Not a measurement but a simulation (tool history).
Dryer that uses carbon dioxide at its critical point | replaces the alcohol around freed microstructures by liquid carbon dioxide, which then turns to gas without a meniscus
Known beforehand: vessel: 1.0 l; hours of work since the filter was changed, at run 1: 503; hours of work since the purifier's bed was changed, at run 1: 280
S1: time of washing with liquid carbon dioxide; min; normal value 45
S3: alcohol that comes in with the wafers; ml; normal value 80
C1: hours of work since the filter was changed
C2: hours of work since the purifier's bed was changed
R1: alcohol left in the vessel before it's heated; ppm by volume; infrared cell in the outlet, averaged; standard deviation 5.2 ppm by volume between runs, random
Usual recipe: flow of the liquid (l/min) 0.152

{"run": 1, "hour": 0.0, "S1": 45, "flow of the liquid (l/min)": 0.152, "S3": 80, "C1": 503, "C2": 280, "R1": 176}
{"run": 2, "hour": 12.7, "S1": 45, "flow of the liquid (l/min)": 0.152, "S3": 80, "C1": 512, "C2": 289, "R1": 180}
{"run": 3, "hour": 32.1, "S1": 65, "flow of the liquid (l/min)": 0.152, "S3": 80, "C1": 526, "C2": 303, "R1": 41}
{"hour": 39.4, "done": "inlet filter changed"}
{"run": 4, "hour": 43.3, "S1": 45, "flow of the liquid (l/min)": 0.152, "S3": 63, "C1": 3, "C2": 310, "R1": 108}
{"run": 5, "hour": 62.8, "S1": 45, "flow of the liquid (l/min)": 0.152, "S3": 63, "C1": 17, "C2": 325, "R1": 121}
{"run": 6, "hour": 81.7, "S1": 45, "flow of the liquid (l/min)": 0.152, "S3": 80, "C1": 30, "C2": 338, "R1": 129}
{"run": 7, "hour": 95.2, "S1": 45, "flow of the liquid (l/min)": 0.152, "S3": 80, "C1": 40, "C2": 348, "R1": 138}
{"run": 8, "hour": 104.1, "S1": 45, "flow of the liquid (l/min)": 0.138, "S3": 80, "C1": 47, "C2": 354, "R1": 224}
{"run": 9, "hour": 115.8, "S1": 45, "flow of the liquid (l/min)": 0.138, "S3": 80, "C1": 55, "C2": 363, "R1": 224}
{"run": 10, "hour": 129.1, "S1": 45, "flow of the liquid (l/min)": 0.198, "S3": 80, "C1": 65, "C2": 372, "R1": 53}
{"run": 11, "hour": 145.9, "S1": 45, "flow of the liquid (l/min)": 0.198, "S3": 80, "C1": 77, "C2": 384, "R1": 54}
{"run": 12, "hour": 161.3, "S1": 45, "flow of the liquid (l/min)": 0.152, "S3": 64, "C1": 88, "C2": 395, "R1": 123}
{"run": 13, "hour": 169.4, "S1": 45, "flow of the liquid (l/min)": 0.132, "S3": 80, "C1": 94, "C2": 401, "R1": 291}
{"run": 14, "hour": 187.5, "S1": 45, "flow of the liquid (l/min)": 0.132, "S3": 80, "C1": 107, "C2": 414, "R1": 303}
{"run": 15, "hour": 205.2, "S1": 45, "flow of the liquid (l/min)": 0.132, "S3": 80, "C1": 119, "C2": 427, "R1": 313}
{"run": 16, "hour": 216.3, "S1": 45, "flow of the liquid (l/min)": 0.152, "S3": 80, "C1": 127, "C2": 435, "R1": 156}
{"run": 17, "hour": 235.5, "S1": 45, "flow of the liquid (l/min)": 0.152, "S3": 80, "C1": 141, "C2": 449, "R1": 150}
{"run": 18, "hour": 250.5, "S1": 45, "flow of the liquid (l/min)": 0.152, "S3": 80, "C1": 152, "C2": 460, "R1": 152}
{"run": 19, "hour": 261.6, "S1": 45, "flow of the liquid (l/min)": 0.152, "S3": 80, "C1": 160, "C2": 468, "R1": 147}
{"run": 20, "hour": 279.0, "S1": 45, "flow of the liquid (l/min)": 0.152, "S3": 80, "C1": 172, "C2": 480, "R1": 151}
{"run": 21, "hour": 288.8, "S1": 45, "flow of the liquid (l/min)": 0.152, "S3": 80, "C1": 180, "C2": 487, "R1": 161}
{"run": 22, "hour": 303.7, "S1": 45, "flow of the liquid (l/min)": 0.152, "S3": 80, "C1": 190, "C2": 498, "R1": 164}
{"run": 23, "hour": 311.7, "S1": 45, "flow of the liquid (l/min)": 0.152, "S3": 80, "C1": 196, "C2": 504, "R1": 156}
{"run": 24, "hour": 321.4, "S1": 45, "flow of the liquid (l/min)": 0.223, "S3": 80, "C1": 203, "C2": 511, "R1": 53}
{"run": 25, "hour": 332.2, "S1": 45, "flow of the liquid (l/min)": 0.223, "S3": 80, "C1": 211, "C2": 518, "R1": 60}
{"run": 26, "hour": 344.2, "S1": 32, "flow of the liquid (l/min)": 0.223, "S3": 80, "C1": 219, "C2": 527, "R1": 137}
{"run": 27, "hour": 353.8, "S1": 45, "flow of the liquid (l/min)": 0.154, "S3": 37, "C1": 226, "C2": 534, "R1": 98}
{"run": 28, "hour": 362.6, "S1": 45, "flow of the liquid (l/min)": 0.199, "S3": 48, "C1": 233, "C2": 540, "R1": 61}
{"run": 29, "hour": 372.3, "S1": 57, "flow of the liquid (l/min)": 0.152, "S3": 56, "C1": 240, "C2": 547, "R1": 61}
{"run": 30, "hour": 389.8, "S1": 45, "flow of the liquid (l/min)": 0.152, "S3": 32, "C1": 252, "C2": 560, "R1": 101}
{"run": 31, "hour": 400.3, "S1": 33, "flow of the liquid (l/min)": 0.238, "S3": 44, "C1": 260, "C2": 567, "R1": 73}
{"run": 32, "hour": 408.7, "S1": 68, "flow of the liquid (l/min)": 0.189, "S3": 79, "C1": 266, "C2": 573, "R1": 54}
{"run": 33, "hour": 417.8, "S1": 68, "flow of the liquid (l/min)": 0.189, "S3": 79, "C1": 272, "C2": 580, "R1": 46}
{"run": 34, "hour": 431.2, "S1": 47, "flow of the liquid (l/min)": 0.129, "S3": 55, "C1": 282, "C2": 590, "R1": 233}
{"run": 35, "hour": 446.1, "S1": 47, "flow of the liquid (l/min)": 0.116, "S3": 85, "C1": 293, "C2": 600, "R1": 569}
{"run": 36, "hour": 460.1, "S1": 56, "flow of the liquid (l/min)": 0.101, "S3": 106, "C1": 303, "C2": 611, "R1": 611}
{"run": 37, "hour": 471.4, "S1": 45, "flow of the liquid (l/min)": 0.11, "S3": 80, "C1": 311, "C2": 619, "R1": 867}
{"run": 38, "hour": 481.2, "S1": 65, "flow of the liquid (l/min)": 0.109, "S3": 63, "C1": 318, "C2": 626, "R1": 142}
{"run": 39, "hour": 495.2, "S1": 58, "flow of the liquid (l/min)": 0.203, "S3": 80, "C1": 328, "C2": 636, "R1": 53}
{"run": 40, "hour": 510.8, "S1": 58, "flow of the liquid (l/min)": 0.203, "S3": 80, "C1": 339, "C2": 647, "R1": 57}
{"run": 41, "hour": 526.5, "S1": 58, "flow of the liquid (l/min)": 0.203, "S3": 80, "C1": 351, "C2": 658, "R1": 63}
{"run": 42, "hour": 534.7, "S1": 58, "flow of the liquid (l/min)": 0.203, "S3": 80, "C1": 356, "C2": 664, "R1": 64}
{"run": 43, "hour": 550.1, "S1": 39, "flow of the liquid (l/min)": 0.124, "S3": 64, "C1": 368, "C2": 675, "R1": 798}
{"run": 44, "hour": 565.6, "S1": 39, "flow of the liquid (l/min)": 0.16, "S3": 64, "C1": 379, "C2": 686, "R1": 256}
{"run": 45, "hour": 581.7, "S1": 35, "flow of the liquid (l/min)": 0.16, "S3": 60, "C1": 390, "C2": 698, "R1": 379}
{"run": 46, "hour": 597.3, "S1": 33, "flow of the liquid (l/min)": 0.208, "S3": 87, "C1": 402, "C2": 709, "R1": 203}
{"run": 47, "hour": 610.9, "S1": 33, "flow of the liquid (l/min)": 0.208, "S3": 87, "C1": 411, "C2": 719, "R1": 218}

What if the next run were any one of these 4? Each begins from the tool's condition after run 47:
{"run": "A", "hour": 630.5, "S1": 36, "flow of the liquid (l/min)": 0.103, "S3": 87, "C1": 425, "C2": 733, "R1": "?"}
{"run": "B", "hour": 630.5, "S1": 29, "flow of the liquid (l/min)": 0.18, "S3": 42, "C1": 425, "C2": 733, "R1": "?"}
{"run": "C", "hour": 630.5, "S1": 60, "flow of the liquid (l/min)": 0.186, "S3": 61, "C1": 425, "C2": 733, "R1": "?"}
{"run": "D", "hour": 630.5, "S1": 36, "flow of the liquid (l/min)": 0.104, "S3": 98, "C1": 425, "C2": 733, "R1": "?"}

run=A R1=2940
run=B R1=407
run=C R1=69
run=D R1=3324
Without the tool's unlogged condition, the same runs would have read:
run=A R1=2235
run=B R1=246
run=C R1=11
run=D R1=2524

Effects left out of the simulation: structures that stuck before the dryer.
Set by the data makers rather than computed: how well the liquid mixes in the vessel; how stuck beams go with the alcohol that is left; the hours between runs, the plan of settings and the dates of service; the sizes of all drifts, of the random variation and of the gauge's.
